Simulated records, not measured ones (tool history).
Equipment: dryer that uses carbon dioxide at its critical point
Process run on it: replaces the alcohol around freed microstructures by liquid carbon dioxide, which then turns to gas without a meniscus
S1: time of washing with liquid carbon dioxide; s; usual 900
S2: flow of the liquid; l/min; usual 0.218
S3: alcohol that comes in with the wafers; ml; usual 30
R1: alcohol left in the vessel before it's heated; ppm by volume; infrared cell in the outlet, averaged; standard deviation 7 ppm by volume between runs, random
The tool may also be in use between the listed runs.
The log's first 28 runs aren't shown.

run,day,S1,S2,S3,R1
29,7.788,660,0.186,82,7649
30,8.000,900,0.245,42,332
31,8.233,780,0.271,27,258
32,8.492,780,0.271,27,263
33,8.721,780,0.271,27,267
34,9.021,900,0.259,22,148
35,9.350,900,0.259,30,188
36,9.700,900,0.259,30,192
37,10.067,900,0.202,30,702
38,10.404,660,0.202,25,1917
39,10.592,1200,0.196,38,279
40,10.896,1200,0.196,38,289
41,11.271,660,0.190,79,7491
42,11.608,660,0.190,79,7737
43,11.988,660,0.190,79,7532

Run 44, settings as shown, results not yet in. Your forecast:
44,12.246,600,0.190,118,?

Run 44 measured R1 15677 ppm by volume.
With the hidden condition absent and the run-to-run variation left alone, this run would have shown R1 12051 ppm by volume.
